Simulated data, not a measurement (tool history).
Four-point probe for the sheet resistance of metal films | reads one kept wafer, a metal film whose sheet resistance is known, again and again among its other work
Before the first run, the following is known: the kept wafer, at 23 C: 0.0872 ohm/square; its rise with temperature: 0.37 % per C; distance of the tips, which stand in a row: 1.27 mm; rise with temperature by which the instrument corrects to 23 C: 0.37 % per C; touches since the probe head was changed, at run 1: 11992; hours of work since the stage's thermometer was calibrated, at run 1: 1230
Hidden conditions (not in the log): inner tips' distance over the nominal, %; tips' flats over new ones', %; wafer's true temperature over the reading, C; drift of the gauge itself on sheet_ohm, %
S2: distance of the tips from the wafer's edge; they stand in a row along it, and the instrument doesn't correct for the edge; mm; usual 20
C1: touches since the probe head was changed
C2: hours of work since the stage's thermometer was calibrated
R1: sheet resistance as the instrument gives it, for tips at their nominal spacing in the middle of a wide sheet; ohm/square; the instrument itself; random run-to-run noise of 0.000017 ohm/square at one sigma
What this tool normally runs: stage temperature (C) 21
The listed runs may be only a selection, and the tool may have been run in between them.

run 1 hour=0 | stage_temperature_(C)=21 S2=20 | C1=11992 C2=1230 | R1=0.087327
run 2 hour=146.2 | stage_temperature_(C)=21 S2=20 | C1=19308 C2=1333 | R1=0.08743
run 3 hour=272.7 | stage_temperature_(C)=21 S2=20 | C1=25647 C2=1422 | R1=0.087526
run 4 hour=383.6 | stage_temperature_(C)=21 S2=20 | C1=31197 C2=1500 | R1=0.087573
run 5 hour=478.3 | stage_temperature_(C)=21 S2=20 | C1=35940 C2=1566 | R1=0.087614
run 6 hour=599.6 | stage_temperature_(C)=21 S2=20 | C1=42011 C2=1651 | R1=0.087739
run 7 hour=723.3 | stage_temperature_(C)=21 S2=44 | C1=48201 C2=1738 | R1=0.08762
run 8 hour=834.8 | stage_temperature_(C)=21 S2=44 | C1=53786 C2=1817 | R1=0.087732
run 9 hour=964.8 | stage_temperature_(C)=21 S2=44 | C1=60293 C2=1908 | R1=0.087825
run 10 hour=1049.2 | stage_temperature_(C)=21 S2=44 | C1=64521 C2=1968 | R1=0.087827
run 11 hour=1166.4 | stage_temperature_(C)=21 S2=4 | C1=70387 C2=2050 | R1=0.092407
run 12 hour=1283.3 | stage_temperature_(C)=21 S2=4 | C1=76237 C2=2132 | R1=0.092474
run 13 hour=1367.3 | stage_temperature_(C)=21 S2=4 | C1=80445 C2=2191 | R1=0.092551
run 14 hour=1441 | stage_temperature_(C)=21 S2=4 | C1=84134 C2=2243 | R1=0.092576
run 15 hour=1548.1 | stage_temperature_(C)=21 S2=4 | C1=89497 C2=2318 | R1=0.09264
run 16 hour=1680.9 | stage_temperature_(C)=21 S2=4 | C1=96145 C2=2412 | R1=0.092716
-- hour=1762.1 stage's thermometer calibrated
run 17 hour=1782.6 | stage_temperature_(C)=21 S2=20 | C1=101209 C2=14 | R1=0.088329
run 18 hour=1842.1 | stage_temperature_(C)=21 S2=24 | C1=104190 C2=56 | R1=0.088277
-- hour=1868.4 new probe head fitted
run 19 hour=1939.3 | stage_temperature_(C)=21 S2=20 | C1=3550 C2=124 | R1=0.086668
run 20 hour=2022.8 | stage_temperature_(C)=21 S2=20 | C1=7730 C2=183 | R1=0.086718
run 21 hour=2120.8 | stage_temperature_(C)=21 S2=20 | C1=12637 C2=252 | R1=0.086788
run 22 hour=2202.7 | stage_temperature_(C)=21 S2=20 | C1=16736 C2=309 | R1=0.086817
run 23 hour=2333.9 | stage_temperature_(C)=21 S2=20 | C1=23303 C2=401 | R1=0.086915
run 24 hour=2403.2 | stage_temperature_(C)=20 S2=50 | C1=26773 C2=450 | R1=0.086809
run 25 hour=2485.8 | stage_temperature_(C)=28 S2=5 | C1=30908 C2=508 | R1=0.089724
run 26 hour=2545.2 | stage_temperature_(C)=28 S2=5 | C1=33883 C2=550 | R1=0.089818
run 27 hour=2625.5 | stage_temperature_(C)=32 S2=7 | C1=37900 C2=606 | R1=0.088408
run 28 hour=2751.8 | stage_temperature_(C)=27 S2=11 | C1=44224 C2=695 | R1=0.087618
run 29 hour=2825.9 | stage_temperature_(C)=35 S2=6 | C1=47936 C2=747 | R1=0.089085
run 30 hour=2895.5 | stage_temperature_(C)=22 S2=5 | C1=51421 C2=796 | R1=0.090019
run 31 hour=3036 | stage_temperature_(C)=21 S2=5 | C1=58452 C2=895 | R1=0.090126
run 32 hour=3175.2 | stage_temperature_(C)=20 S2=42 | C1=65422 C2=993 | R1=0.087328
run 33 hour=3255.6 | stage_temperature_(C)=19 S2=4 | C1=69449 C2=1049 | R1=0.091825
run 34 hour=3370.8 | stage_temperature_(C)=19 S2=40 | C1=75215 C2=1130 | R1=0.087434
run 35 hour=3466.7 | stage_temperature_(C)=29 S2=31 | C1=80015 C2=1198 | R1=0.087537
run 36 hour=3608.9 | stage_temperature_(C)=29 S2=31 | C1=87137 C2=1298 | R1=0.08759
run 37 hour=3689 | stage_temperature_(C)=29 S2=31 | C1=91143 C2=1354 | R1=0.08768
run 38 hour=3835.3 | stage_temperature_(C)=20 S2=16 | C1=98469 C2=1457 | R1=0.088002
run 39 hour=3923 | stage_temperature_(C)=31 S2=7 | C1=102862 C2=1519 | R1=0.089268
-- hour=3964.8 new probe head fitted
run 40 hour=4060.1 | stage_temperature_(C)=31 S2=7 | C1=4768 C2=1614 | R1=0.088755
run 41 hour=4187.2 | stage_temperature_(C)=30 S2=60 | C1=11130 C2=1704 | R1=0.087352
run 42 hour=4247.4 | stage_temperature_(C)=31 S2=10 | C1=14144 C2=1746 | R1=0.0881
run 43 hour=4364.3 | stage_temperature_(C)=31 S2=10 | C1=19998 C2=1828 | R1=0.088196
run 44 hour=4426 | stage_temperature_(C)=26 S2=11 | C1=23086 C2=1872 | R1=0.088085
run 45 hour=4550.1 | stage_temperature_(C)=25 S2=8 | C1=29301 C2=1959 | R1=0.08872

What differs in the tool's unlogged condition from the final listed run ahead of each entry between runs to the first listed run following it?
Run 16 -> run 17: stage's thermometer calibrated (hour 1762.1)
  inner tips' distance over the nominal, %: 0.885 -> 0.948; tips' flats over new ones', %: 50 -> 53; wafer's true temperature over the reading, C: 0.51 -> 0.06
  difference, measured minus the result without the unlogged condition, R1: +0.00105 -> +0.000917 ohm/square
Run 18 -> run 19: new probe head fitted (hour 1868.4)
  inner tips' distance over the nominal, %: 0.986 -> -0.795; tips' flats over new ones', %: 55 -> 2; wafer's true temperature over the reading, C: 0.07 -> 0.08
  difference, measured minus the result without the unlogged condition, R1: +0.000955 -> -0.000723 ohm/square
Run 39 -> run 40: new probe head fitted (hour 3964.8)
  inner tips' distance over the nominal, %: 0.436 -> -0.089; tips' flats over new ones', %: 55 -> 2; wafer's true temperature over the reading, C: 0.41 -> 0.43
  difference, measured minus the result without the unlogged condition, R1: +0.000548 -> +0.000051 ohm/square

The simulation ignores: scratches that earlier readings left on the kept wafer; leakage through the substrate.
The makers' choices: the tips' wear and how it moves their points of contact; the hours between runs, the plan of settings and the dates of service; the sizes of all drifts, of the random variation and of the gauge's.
